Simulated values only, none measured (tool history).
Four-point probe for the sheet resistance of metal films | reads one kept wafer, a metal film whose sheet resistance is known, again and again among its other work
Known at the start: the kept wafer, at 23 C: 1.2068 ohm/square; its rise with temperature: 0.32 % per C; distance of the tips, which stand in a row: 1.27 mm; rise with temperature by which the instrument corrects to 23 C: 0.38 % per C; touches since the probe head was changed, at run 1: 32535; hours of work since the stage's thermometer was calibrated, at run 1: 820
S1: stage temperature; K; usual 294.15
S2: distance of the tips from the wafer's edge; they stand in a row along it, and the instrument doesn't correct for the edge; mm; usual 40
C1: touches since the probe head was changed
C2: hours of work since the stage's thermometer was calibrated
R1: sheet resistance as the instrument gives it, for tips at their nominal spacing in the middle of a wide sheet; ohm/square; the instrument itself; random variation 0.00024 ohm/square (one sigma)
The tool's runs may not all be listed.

run    hour      S1  S2     C1    C2        R1
  1     0.0  294.15  40  32535   820  1.213167
  2    75.9  294.15  40  33403   857  1.213236
  3   153.1  294.15  40  34287   895  1.213210
  4   217.8  294.15  40  35028   927  1.213478
  5   285.9  294.15  40  35806   960  1.213786
  6   319.8  294.15  40  36194   977  1.213316
  7   378.1  294.15  40  36862  1006  1.213965
  8   413.9  294.15  40  37271  1023  1.213833
  9   478.0  294.15  51  38004  1055  1.214060
 10   557.0  294.15  51  38909  1093  1.214246
 11   590.2  301.15  51  39288  1110  1.208872
 12   657.1  300.15  40  40053  1143  1.209858
 13   718.7  300.15  40  40759  1173  1.209845
 14   759.1  300.15  40  41221  1193  1.209724
 15   823.8  300.15  40  41961  1224  1.210040
 16   861.7  294.15  40  42395  1243  1.214584
 17   905.0  294.15  40  42890  1264  1.215564
 18   952.7  294.15   5  43436  1288  1.254474
 19  1000.4  294.15  40  43982  1311  1.215329
 20  1076.2  294.15  40  44849  1348  1.215215
 21  1119.3  294.15  40  45342  1369  1.215461
 22  1186.4  294.15  40  46110  1402  1.215664
 23  1241.8  303.15  40  46744  1429  1.208897
 24  1300.1  293.15   5  47411  1458  1.256688
 25  1374.3  293.15   5  48260  1494  1.256729
 26  1409.5  304.15  39  48662  1512  1.207927
 27  1458.0  304.15  39  49218  1536  1.208861
 28  1532.0  307.15   4  50064  1572  1.267187
 29  1579.0  294.15   4  50602  1595  1.277889
 30  1641.6  297.15  48  51318  1626  1.213698
 31  1720.0  293.15   8  52215  1664  1.232969
 32  1779.6  303.15   5  52897  1693  1.250158
 33  1838.5  303.15   5  53571  1722  1.249700
 34  1902.6  300.15   4  54304  1754  1.273579
 35  1962.5  294.15   5  54990  1783  1.257118
 36  2003.1  294.15   5  55455  1803  1.257624
 37  2051.0  292.15   5  56003  1826  1.258380
 38  2090.0  291.15   5  56448  1846  1.260278
 39  2164.5  291.15   5  57301  1882  1.260065
 40  2197.3  295.15   4  57676  1898  1.278272
 41  2255.0  307.15  10  58337  1927  1.217732
 42  2288.1  305.15  24  58715  1943  1.210762
 43  2355.1  297.15  10  59482  1976  1.225443
 44  2415.1  297.15  10  60169  2005  1.225726
 45  2475.8  305.15  40  60862  2035  1.210076
 46  2519.6  305.15  40  61364  2056  1.210047

Branching from run 46: 3 alternative next runs. What would each branch give?
  A  2585.3  294.15  18  62116  2089   ?
  B  2585.3  291.15   6  62116  2089   ?
  C  2585.3  302.15  40  62116  2089   ?

run        R1
  A  1.221118
  B  1.248950
  C  1.212417
Had the tool no hidden state, the same runs would have come out as:
run        R1
  A  1.211691
  B  1.239310
  C  1.203087

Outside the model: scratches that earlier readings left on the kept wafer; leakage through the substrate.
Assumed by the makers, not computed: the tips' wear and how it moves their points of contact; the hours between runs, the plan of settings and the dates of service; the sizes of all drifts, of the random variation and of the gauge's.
